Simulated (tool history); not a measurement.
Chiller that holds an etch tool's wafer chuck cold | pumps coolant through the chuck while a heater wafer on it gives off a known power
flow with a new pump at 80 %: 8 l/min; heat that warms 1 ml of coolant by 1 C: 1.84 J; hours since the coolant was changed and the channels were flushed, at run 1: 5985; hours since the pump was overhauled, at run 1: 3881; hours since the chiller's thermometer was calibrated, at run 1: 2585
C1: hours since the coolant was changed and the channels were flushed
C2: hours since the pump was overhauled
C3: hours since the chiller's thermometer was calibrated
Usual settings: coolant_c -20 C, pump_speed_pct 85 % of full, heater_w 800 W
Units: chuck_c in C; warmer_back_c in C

run 1 hour=0.0 | coolant_c=-20 pump_speed_pct=85 heater_w=800 | C1=5985 C2=3881 C3=2585 | chuck_c=-12.91 warmer_back_c=3.15
run 2 hour=80.3 | coolant_c=-20 pump_speed_pct=85 heater_w=800 | C1=6065 C2=3962 C3=2666 | chuck_c=-12.95 warmer_back_c=3.09
run 3 hour=160.0 | coolant_c=-22 pump_speed_pct=85 heater_w=800 | C1=6145 C2=4041 C3=2745 | chuck_c=-14.91 warmer_back_c=3.14
run 4 hour=240.4 | coolant_c=-20 pump_speed_pct=85 heater_w=800 | C1=6225 C2=4122 C3=2826 | chuck_c=-12.77 warmer_back_c=3.14
run 5 hour=290.9 | coolant_c=-20 pump_speed_pct=85 heater_w=800 | C1=6276 C2=4172 C3=2876 | chuck_c=-12.78 warmer_back_c=3.14
run 6 hour=366.7 | coolant_c=-20 pump_speed_pct=85 heater_w=800 | C1=6351 C2=4248 C3=2952 | chuck_c=-12.69 warmer_back_c=3.16
run 7 hour=458.4 | coolant_c=-20 pump_speed_pct=85 heater_w=800 | C1=6443 C2=4340 C3=3044 | chuck_c=-12.62 warmer_back_c=3.13
run 8 hour=548.6 | coolant_c=-20 pump_speed_pct=85 heater_w=800 | C1=6533 C2=4430 C3=3134 | chuck_c=-12.89 warmer_back_c=3.16
run 9 hour=638.8 | coolant_c=-20 pump_speed_pct=85 heater_w=800 | C1=6624 C2=4520 C3=3224 | chuck_c=-12.67 warmer_back_c=3.14
run 10 hour=734.0 | coolant_c=-20 pump_speed_pct=85 heater_w=800 | C1=6719 C2=4615 C3=3319 | chuck_c=-12.66 warmer_back_c=3.16
run 11 hour=805.6 | coolant_c=-20 pump_speed_pct=85 heater_w=800 | C1=6790 C2=4687 C3=3391 | chuck_c=-12.80 warmer_back_c=3.13
run 12 hour=850.6 | coolant_c=-20 pump_speed_pct=85 heater_w=800 | C1=6835 C2=4732 C3=3436 | chuck_c=-12.55 warmer_back_c=3.16
run 13 hour=953.7 | coolant_c=-20 pump_speed_pct=85 heater_w=800 | C1=6938 C2=4835 C3=3539 | chuck_c=-12.58 warmer_back_c=3.17
run 14 hour=1057.2 | coolant_c=-20 pump_speed_pct=85 heater_w=800 | C1=7042 C2=4938 C3=3643 | chuck_c=-12.65 warmer_back_c=3.14
-- hour=1157.9 chiller's thermometer calibrated
run 15 hour=1160.9 | coolant_c=-20 pump_speed_pct=85 heater_w=800 | C1=7145 C2=5041 C3=3 | chuck_c=-12.99 warmer_back_c=3.16
run 16 hour=1238.5 | coolant_c=-20 pump_speed_pct=85 heater_w=800 | C1=7222 C2=5119 C3=81 | chuck_c=-13.05 warmer_back_c=3.16
run 17 hour=1290.1 | coolant_c=-20 pump_speed_pct=85 heater_w=800 | C1=7274 C2=5170 C3=132 | chuck_c=-13.10 warmer_back_c=3.19
run 18 hour=1369.8 | coolant_c=-20 pump_speed_pct=85 heater_w=800 | C1=7354 C2=5250 C3=212 | chuck_c=-13.07 warmer_back_c=3.13
run 19 hour=1480.0 | coolant_c=-21 pump_speed_pct=84 heater_w=782 | C1=7464 C2=5360 C3=322 | chuck_c=-14.03 warmer_back_c=3.15
run 20 hour=1573.5 | coolant_c=-17 pump_speed_pct=65 heater_w=800 | C1=7557 C2=5454 C3=416 | chuck_c=-8.62 warmer_back_c=4.26
-- hour=1583.5 coolant pump overhauled
run 21 hour=1670.4 | coolant_c=-20 pump_speed_pct=79 heater_w=540 | C1=7649 C2=87 C3=507 | chuck_c=-14.98 warmer_back_c=2.39
run 22 hour=1740.5 | coolant_c=-27 pump_speed_pct=66 heater_w=1034 | C1=7719 C2=157 C3=578 | chuck_c=-16.00 warmer_back_c=5.55
run 23 hour=1813.7 | coolant_c=-20 pump_speed_pct=85 heater_w=726 | C1=7792 C2=230 C3=651 | chuck_c=-13.52 warmer_back_c=2.98
run 24 hour=1890.6 | coolant_c=-26 pump_speed_pct=85 heater_w=570 | C1=7869 C2=307 C3=728 | chuck_c=-20.73 warmer_back_c=2.33
run 25 hour=1974.2 | coolant_c=-28 pump_speed_pct=81 heater_w=800 | C1=7953 C2=391 C3=811 | chuck_c=-20.53 warmer_back_c=3.45
-- hour=2014.1 coolant pump overhauled, once more
-- hour=2092.2 coolant changed, channels flushed
run 26 hour=2092.2 | coolant_c=-28 pump_speed_pct=81 heater_w=800 | C1=0 C2=72 C3=918 | chuck_c=-21.35 warmer_back_c=3.20
run 27 hour=2175.2 | coolant_c=-11 pump_speed_pct=69 heater_w=1097 | C1=83 C2=155 C3=1001 | chuck_c=-1.00 warmer_back_c=5.22
run 28 hour=2270.1 | coolant_c=-29 pump_speed_pct=88 heater_w=462 | C1=178 C2=250 C3=1096 | chuck_c=-25.40 warmer_back_c=1.70
run 29 hour=2353.7 | coolant_c=-22 pump_speed_pct=70 heater_w=740 | C1=262 C2=334 C3=1180 | chuck_c=-15.30 warmer_back_c=3.51
run 30 hour=2460.1 | coolant_c=-21 pump_speed_pct=67 heater_w=549 | C1=368 C2=440 C3=1286 | chuck_c=-15.76 warmer_back_c=2.68
run 31 hour=2552.8 | coolant_c=-21 pump_speed_pct=67 heater_w=549 | C1=461 C2=533 C3=1379 | chuck_c=-15.81 warmer_back_c=2.73
run 32 hour=2606.6 | coolant_c=-20 pump_speed_pct=96 heater_w=429 | C1=514 C2=587 C3=1433 | chuck_c=-16.74 warmer_back_c=1.45

3 ways to go on from here, each from the tool as it stands after run 32. What would each give?
run A hour=2671.6 | coolant_c=-14 pump_speed_pct=97 heater_w=429 | C1=579 C2=652 C3=1498 | chuck_c=? warmer_back_c=?
run B hour=2671.6 | coolant_c=-30 pump_speed_pct=72 heater_w=800 | C1=579 C2=652 C3=1498 | chuck_c=? warmer_back_c=?
run C hour=2671.6 | coolant_c=-29 pump_speed_pct=67 heater_w=800 | C1=579 C2=652 C3=1498 | chuck_c=? warmer_back_c=?

run=A chuck_c=-10.66 warmer_back_c=1.39
run=B chuck_c=-22.74 warmer_back_c=3.67
run=C chuck_c=-21.51 warmer_back_c=3.95
Without the tool's hidden state the same runs would have given:
run=A chuck_c=-10.90 warmer_back_c=1.39
run=B chuck_c=-23.01 warmer_back_c=3.67
run=C chuck_c=-21.77 warmer_back_c=3.95

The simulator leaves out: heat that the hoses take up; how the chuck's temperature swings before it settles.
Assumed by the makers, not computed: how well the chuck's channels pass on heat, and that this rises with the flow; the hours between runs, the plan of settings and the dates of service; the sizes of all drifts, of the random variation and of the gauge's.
